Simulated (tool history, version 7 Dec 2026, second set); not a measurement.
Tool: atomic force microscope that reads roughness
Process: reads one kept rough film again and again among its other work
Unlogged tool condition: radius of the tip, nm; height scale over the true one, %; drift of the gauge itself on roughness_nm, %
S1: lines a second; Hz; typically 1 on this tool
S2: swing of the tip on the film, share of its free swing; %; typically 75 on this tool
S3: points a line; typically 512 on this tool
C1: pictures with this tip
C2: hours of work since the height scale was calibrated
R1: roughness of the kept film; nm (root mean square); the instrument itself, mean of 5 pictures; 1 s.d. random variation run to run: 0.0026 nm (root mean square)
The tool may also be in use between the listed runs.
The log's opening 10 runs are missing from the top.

run    hour    S1  S2   S3   C1    C2     R1
 11   381.1     1  75  601   65  1491  1.039
 12   407.7     1  75  601  106  1511  1.034
      411.5  -- new tip fitted
 13   430.6     1  75  601   30  1528  1.047
      433.6  -- height scale calibrated on a step standard
 14   469.4     1  75  601   89    26  1.024
      483.6  -- new tip fitted
 15   517.3     1  75  601   53    62  1.029
      540.1  -- height scale calibrated on a step standard, once more
 16   540.1     1  75  601   87     0  1.061
        557  -- new tip fitted
 17   576.9  0.58  61  339   31    27  1.119
 18     618  0.58  61  339   96    57  1.118
      630.4  -- new tip fitted
 19   647.1  1.15  61  800   26    78  1.105
 20   673.1  0.55  90  800   67    98  1.056
 21     697   0.7  75  288  104   115  1.078
      701.6  -- new tip fitted
 22   740.6   0.7  75  288   61   147  1.077
      772.7  -- new tip fitted
 23     773  0.71  55  445    1   171   1.13
 24   814.8  3.17  61  341   66   202  1.033
 25     841  1.15  70  341  107   221  1.063
        845  -- new tip fitted
 26   864.3  1.15  70  341   30   238  1.073
 27   905.5  1.63  58  641   94   269  1.088
      918.5  -- new tip fitted
 28   935.7     1  74  512   27   291  1.067
 29   976.4  0.74  74  268   90   321  1.075
      989.7  -- new tip fitted
 30  1013.8  3.47  75  597   38   348   0.91
 31  1054.5  0.51  90  512  101   378  1.051

5 ways to go on from here, each from the tool as it stands after run 31. What would each give?
       1061  -- new tip fitted
  A  1079.4  2.21  72  512  29  396   ?
       1061  -- new tip fitted
  B  1079.4  1.16  59  524  29  396   ?
       1061  -- new tip fitted
  C  1079.4  3.87  69  334  29  396   ?
       1061  -- new tip fitted
  D  1079.4  3.26  90  992  29  396   ?
       1061  -- new tip fitted
  E  1079.4  1.98  75  358  29  396   ?

run     R1
  A  1.004
  B  1.103
  C  0.948
  D  0.768
  E  0.995
Had the tool no hidden state, the same runs would have come out as:
run     R1
  A  1.013
  B  1.113
  C  0.956
  D  0.775
  E  1.004

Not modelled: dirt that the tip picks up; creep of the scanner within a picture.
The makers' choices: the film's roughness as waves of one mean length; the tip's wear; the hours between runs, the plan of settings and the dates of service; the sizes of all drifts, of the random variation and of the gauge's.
